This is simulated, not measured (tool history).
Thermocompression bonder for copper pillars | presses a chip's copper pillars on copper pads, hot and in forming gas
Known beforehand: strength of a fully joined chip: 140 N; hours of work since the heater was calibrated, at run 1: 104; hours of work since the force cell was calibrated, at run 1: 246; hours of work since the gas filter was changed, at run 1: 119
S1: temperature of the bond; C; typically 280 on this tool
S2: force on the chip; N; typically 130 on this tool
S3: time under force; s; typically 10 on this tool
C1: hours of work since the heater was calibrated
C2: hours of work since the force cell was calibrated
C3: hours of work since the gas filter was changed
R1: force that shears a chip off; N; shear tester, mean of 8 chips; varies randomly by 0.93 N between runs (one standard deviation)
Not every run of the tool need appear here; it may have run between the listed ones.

run	hour	S1	S2	S3	C1	C2	C3	R1
1	0.0	280	130	10	104	246	119	74.8
2	18.6	280	130	10	115	257	129	73.6
3	32.8	280	130	10	123	265	137	72.2
4	52.2	280	130	10	133	276	148	73.7
5	64.4	280	130	10	140	283	155	73.3
6	79.4	280	130	10	149	291	164	72.1
7	90.4	280	130	14	155	297	170	79.3
8	110.5	280	130	14	166	309	181	79.3
9	119.4	280	130	14	171	314	186	80.6
# hour 137.4: forming gas filter changed
10	141.1	280	130	14	183	326	2	84.9
11	151.7	280	130	14	189	332	8	83.3
12	166.6	280	89	10	198	340	16	61.9
13	183.2	280	130	10	207	349	26	74.9
14	201.4	267	130	10	217	360	36	67.5
15	219.8	267	130	10	228	370	46	67.4
# hour 223.5: heater calibrated with a thermocouple chip
16	230.4	280	130	10	4	375	51	75.4
17	250.4	280	130	10	15	386	63	74.6
18	270.1	280	130	10	26	397	74	74.5
19	284.2	280	130	10	34	405	82	73.9
20	300.1	280	157	10	43	414	91	78.7
# hour 311.5: heater calibrated with a thermocouple chip, once more
21	319.8	280	130	22	5	424	100	92.5
22	335.2	292	136	10	13	433	109	83.3
23	353.6	304	130	5	24	443	120	70.9
24	371.7	301	92	19	34	453	130	88.8
25	385.1	280	130	18	41	461	137	87.7
26	397.5	269	130	10	48	468	144	67.3
27	414.4	269	130	10	58	477	154	65.2
28	432.7	269	130	10	68	488	164	65.7
29	447.6	269	130	10	77	496	173	65.1
30	461.5	269	130	14	85	504	180	72.6
31	476.6	269	127	8	93	512	189	57.6

What will run 32 give?
32	487.2	269	127	8	99	518	195	?

{"run 32": {"R1": 58.6}}
With no hidden state in the tool, this same run would have given R1 64.9 N.

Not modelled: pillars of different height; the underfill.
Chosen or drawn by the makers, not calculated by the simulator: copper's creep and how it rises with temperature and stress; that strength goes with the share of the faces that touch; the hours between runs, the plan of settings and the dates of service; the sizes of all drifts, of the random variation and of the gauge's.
